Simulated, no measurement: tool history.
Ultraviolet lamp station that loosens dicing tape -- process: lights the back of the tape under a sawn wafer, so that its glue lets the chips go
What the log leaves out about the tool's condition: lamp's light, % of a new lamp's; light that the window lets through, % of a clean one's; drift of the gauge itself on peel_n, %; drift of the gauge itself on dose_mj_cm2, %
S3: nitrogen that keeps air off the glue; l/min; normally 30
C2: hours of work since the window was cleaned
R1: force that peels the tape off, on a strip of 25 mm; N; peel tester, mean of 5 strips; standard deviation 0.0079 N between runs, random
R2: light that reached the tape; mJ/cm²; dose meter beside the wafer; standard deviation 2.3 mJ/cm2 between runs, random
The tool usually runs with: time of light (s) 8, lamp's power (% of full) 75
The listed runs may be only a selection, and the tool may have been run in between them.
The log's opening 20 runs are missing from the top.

{"run": 21, "hour": 734.3, "time of light (s)": 8, "lamp's power (% of full)": 67, "S3": 30, "hours of work of the lamp": 830, "C2": 190, "R1": 0.515, "R2": 149}
{"run": 22, "hour": 766.7, "time of light (s)": 9, "lamp's power (% of full)": 64, "S3": 30, "hours of work of the lamp": 853, "C2": 212, "R1": 0.484, "R2": 155}
{"run": 23, "hour": 791.4, "time of light (s)": 10, "lamp's power (% of full)": 69, "S3": 19, "hours of work of the lamp": 869, "C2": 229, "R1": 0.492, "R2": 185}
{"hour": 798.6, "done": "window cleaned of glue's vapour"}
{"run": 24, "hour": 827.0, "time of light (s)": 9, "lamp's power (% of full)": 67, "S3": 49, "hours of work of the lamp": 893, "C2": 19, "R1": 0.336, "R2": 173}
{"run": 25, "hour": 851.5, "time of light (s)": 9, "lamp's power (% of full)": 67, "S3": 49, "hours of work of the lamp": 910, "C2": 36, "R1": 0.34, "R2": 172}
{"run": 26, "hour": 896.1, "time of light (s)": 6, "lamp's power (% of full)": 98, "S3": 49, "hours of work of the lamp": 941, "C2": 67, "R1": 0.349, "R2": 166}
{"run": 27, "hour": 944.2, "time of light (s)": 4, "lamp's power (% of full)": 78, "S3": 38, "hours of work of the lamp": 973, "C2": 99, "R1": 0.956, "R2": 86}
{"run": 28, "hour": 971.3, "time of light (s)": 8, "lamp's power (% of full)": 73, "S3": 21, "hours of work of the lamp": 992, "C2": 118, "R1": 0.586, "R2": 155}
{"run": 29, "hour": 997.0, "time of light (s)": 8, "lamp's power (% of full)": 79, "S3": 36, "hours of work of the lamp": 1010, "C2": 135, "R1": 0.396, "R2": 168}
{"run": 30, "hour": 1031.2, "time of light (s)": 8, "lamp's power (% of full)": 81, "S3": 45, "hours of work of the lamp": 1033, "C2": 159, "R1": 0.348, "R2": 169}
{"run": 31, "hour": 1054.4, "time of light (s)": 8, "lamp's power (% of full)": 68, "S3": 25, "hours of work of the lamp": 1049, "C2": 175, "R1": 0.605, "R2": 141}
{"run": 32, "hour": 1090.3, "time of light (s)": 8, "lamp's power (% of full)": 99, "S3": 25, "hours of work of the lamp": 1073, "C2": 199, "R1": 0.373, "R2": 208}
{"run": 33, "hour": 1111.1, "time of light (s)": 10, "lamp's power (% of full)": 82, "S3": 30, "hours of work of the lamp": 1087, "C2": 213, "R1": 0.307, "R2": 212}
{"run": 34, "hour": 1135.7, "time of light (s)": 10, "lamp's power (% of full)": 82, "S3": 30, "hours of work of the lamp": 1104, "C2": 230, "R1": 0.331, "R2": 210}
{"hour": 1139.4, "done": "window cleaned of glue's vapour"}
{"run": 35, "hour": 1159.7, "time of light (s)": 8, "lamp's power (% of full)": 72, "S3": 30, "hours of work of the lamp": 1120, "C2": 14, "R1": 0.484, "R2": 156}
{"run": 36, "hour": 1185.6, "time of light (s)": 8, "lamp's power (% of full)": 80, "S3": 13, "hours of work of the lamp": 1138, "C2": 32, "R1": 0.68, "R2": 172}
{"run": 37, "hour": 1233.0, "time of light (s)": 8, "lamp's power (% of full)": 80, "S3": 13, "hours of work of the lamp": 1170, "C2": 64, "R1": 0.7, "R2": 169}
{"run": 38, "hour": 1270.7, "time of light (s)": 8, "lamp's power (% of full)": 80, "S3": 13, "hours of work of the lamp": 1196, "C2": 90, "R1": 0.726, "R2": 164}
{"run": 39, "hour": 1313.9, "time of light (s)": 5, "lamp's power (% of full)": 61, "S3": 24, "hours of work of the lamp": 1226, "C2": 119, "R1": 1.257, "R2": 78}
{"run": 40, "hour": 1351.0, "time of light (s)": 5, "lamp's power (% of full)": 61, "S3": 24, "hours of work of the lamp": 1251, "C2": 145, "R1": 1.249, "R2": 74}
{"run": 41, "hour": 1383.2, "time of light (s)": 10, "lamp's power (% of full)": 75, "S3": 18, "hours of work of the lamp": 1273, "C2": 167, "R1": 0.497, "R2": 187}
{"run": 42, "hour": 1422.0, "time of light (s)": 6, "lamp's power (% of full)": 75, "S3": 38, "hours of work of the lamp": 1299, "C2": 193, "R1": 0.675, "R2": 107}

Forecast each of these 5 alternatives for the next run:
{"run": "A", "hour": 1461.7, "time of light (s)": 5, "lamp's power (% of full)": 72, "S3": 38, "hours of work of the lamp": 1327, "C2": 220, "R1": "?", "R2": "?"}
{"run": "B", "hour": 1461.7, "time of light (s)": 16, "lamp's power (% of full)": 73, "S3": 15, "hours of work of the lamp": 1327, "C2": 220, "R1": "?", "R2": "?"}
{"run": "C", "hour": 1461.7, "time of light (s)": 6, "lamp's power (% of full)": 90, "S3": 38, "hours of work of the lamp": 1327, "C2": 220, "R1": "?", "R2": "?"}
{"run": "D", "hour": 1461.7, "time of light (s)": 5, "lamp's power (% of full)": 66, "S3": 27, "hours of work of the lamp": 1327, "C2": 220, "R1": "?", "R2": "?"}
{"run": "E", "hour": 1461.7, "time of light (s)": 11, "lamp's power (% of full)": 62, "S3": 30, "hours of work of the lamp": 1327, "C2": 220, "R1": "?", "R2": "?"}

run=A R1=0.913 R2=87
run=B R1=0.322 R2=276
run=C R1=0.546 R2=130
run=D R1=1.151 R2=78
run=E R1=0.454 R2=163
Had the tool no hidden state, the same runs would have come out as:
run=A R1=0.552 R2=129
run=B R1=0.210 R2=414
run=C R1=0.311 R2=194
run=D R1=0.741 R2=117
run=E R1=0.261 R2=244
